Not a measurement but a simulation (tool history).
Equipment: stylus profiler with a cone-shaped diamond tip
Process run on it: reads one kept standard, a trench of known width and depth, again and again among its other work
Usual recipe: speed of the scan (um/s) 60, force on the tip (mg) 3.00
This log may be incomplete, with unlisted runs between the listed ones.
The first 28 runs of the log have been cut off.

run,hour,speed of the scan (um/s),force on the tip (mg),depth of the trench (nm),width of the trench's floor (nm)
29,667.7,20,1.94,101.16,28560
30,687.9,20,1.94,101.19,28550
31,714.9,20,1.94,101.20,28560
32,736.3,17,1.94,101.14,28560
33,765.8,159,3.94,101.72,28190
34,797.5,103,1.46,101.05,28180
35,822.3,17,1.46,101.10,28500
36,840.5,16,2.75,101.40,28580
37,866.6,16,2.75,101.39,28520
38,900.9,46,6.25,102.33,28470
39,922.8,34,3.14,101.57,28530
40,953.8,34,3.14,101.49,28510
41,973.6,34,3.14,101.59,28480
42,993.5,34,3.14,101.55,28490
43,1023.3,34,3.14,101.68,28440

4 options for the next run, each taken on its own from the tool as it stands now. Forecast them:
A,1038.8,17,3.70,?,?
B,1038.8,46,1.83,?,?
C,1038.8,22,3.00,?,?
D,1038.8,154,3.14,?,?

run,depth of the trench (nm),width of the trench's floor (nm)
A,101.72,28550
B,101.22,28390
C,101.62,28520
D,101.55,28170
Had the tool no hidden state, the same runs would have come out as:
run,depth of the trench (nm),width of the trench's floor (nm)
A,101.29,28710
B,100.80,28540
C,101.19,28670
D,101.13,28330
